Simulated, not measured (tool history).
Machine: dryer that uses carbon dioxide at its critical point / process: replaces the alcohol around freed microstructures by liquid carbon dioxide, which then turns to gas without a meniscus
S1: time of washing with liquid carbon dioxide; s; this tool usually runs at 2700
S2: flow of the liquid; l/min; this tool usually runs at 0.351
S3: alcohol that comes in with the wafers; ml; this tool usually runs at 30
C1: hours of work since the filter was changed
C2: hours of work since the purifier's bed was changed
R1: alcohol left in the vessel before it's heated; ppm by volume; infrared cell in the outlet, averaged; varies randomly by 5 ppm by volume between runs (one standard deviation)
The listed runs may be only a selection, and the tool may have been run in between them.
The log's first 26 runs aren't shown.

{"run": 27, "day": 13.933, "S1": 1740, "S2": 0.351, "S3": 86, "C1": 113, "C2": 558, "R1": 947}
{"run": 28, "day": 14.662, "S1": 2100, "S2": 0.249, "S3": 30, "C1": 122, "C2": 568, "R1": 686}
{"run": 29, "day": 15.425, "S1": 2100, "S2": 0.249, "S3": 30, "C1": 132, "C2": 578, "R1": 700}
{"run": 30, "day": 15.808, "S1": 2100, "S2": 0.269, "S3": 30, "C1": 137, "C2": 583, "R1": 577}
{"run": 31, "day": 16.479, "S1": 2700, "S2": 0.351, "S3": 104, "C1": 146, "C2": 591, "R1": 269}
{"run": 32, "day": 16.821, "S1": 2400, "S2": 0.351, "S3": 66, "C1": 150, "C2": 596, "R1": 313}
{"run": 33, "day": 17.262, "S1": 2400, "S2": 0.351, "S3": 66, "C1": 156, "C2": 601, "R1": 305}
{"run": 34, "day": 18.017, "S1": 2400, "S2": 0.351, "S3": 66, "C1": 166, "C2": 611, "R1": 328}
{"run": 35, "day": 18.8, "S1": 2400, "S2": 0.351, "S3": 66, "C1": 176, "C2": 621, "R1": 328}
{"run": 36, "day": 19.242, "S1": 2400, "S2": 0.351, "S3": 66, "C1": 181, "C2": 627, "R1": 342}
{"run": 37, "day": 19.979, "S1": 2700, "S2": 0.341, "S3": 30, "C1": 191, "C2": 636, "R1": 203}
{"run": 38, "day": 20.742, "S1": 2880, "S2": 0.484, "S3": 64, "C1": 201, "C2": 646, "R1": 156}
{"run": 39, "day": 21.167, "S1": 2700, "S2": 0.557, "S3": 47, "C1": 206, "C2": 652, "R1": 161}
{"run": 40, "day": 21.654, "S1": 1800, "S2": 0.537, "S3": 47, "C1": 213, "C2": 658, "R1": 209}
{"run": 41, "day": 22.054, "S1": 3480, "S2": 0.36, "S3": 47, "C1": 218, "C2": 663, "R1": 173}
{"run": 42, "day": 22.517, "S1": 4140, "S2": 0.539, "S3": 30, "C1": 224, "C2": 669, "R1": 161}
{"run": 43, "day": 23.083, "S1": 2340, "S2": 0.27, "S3": 55, "C1": 231, "C2": 677, "R1": 829}
{"run": 44, "day": 23.792, "S1": 3300, "S2": 0.411, "S3": 23, "C1": 240, "C2": 686, "R1": 161}
{"run": 45, "day": 24.267, "S1": 2700, "S2": 0.531, "S3": 30, "C1": 246, "C2": 692, "R1": 166}
{"run": 46, "day": 24.688, "S1": 1800, "S2": 0.235, "S3": 30, "C1": 252, "C2": 697, "R1": 1473}

Here are 3 independent what-if runs from the current tool condition. What would each one return?
{"run": "A", "day": 25.067, "S1": 2040, "S2": 0.235, "S3": 30, "C1": 257, "C2": 702, "R1": "?"}
{"run": "B", "day": 25.067, "S1": 3480, "S2": 0.385, "S3": 23, "C1": 257, "C2": 702, "R1": "?"}
{"run": "C", "day": 25.067, "S1": 1980, "S2": 0.351, "S3": 30, "C1": 257, "C2": 702, "R1": "?"}

run=A R1=1147
run=B R1=158
run=C R1=414
With the hidden condition removed and each run's random variation left untouched, the same runs would have given:
run=A R1=602
run=B R1=0
run=C R1=131
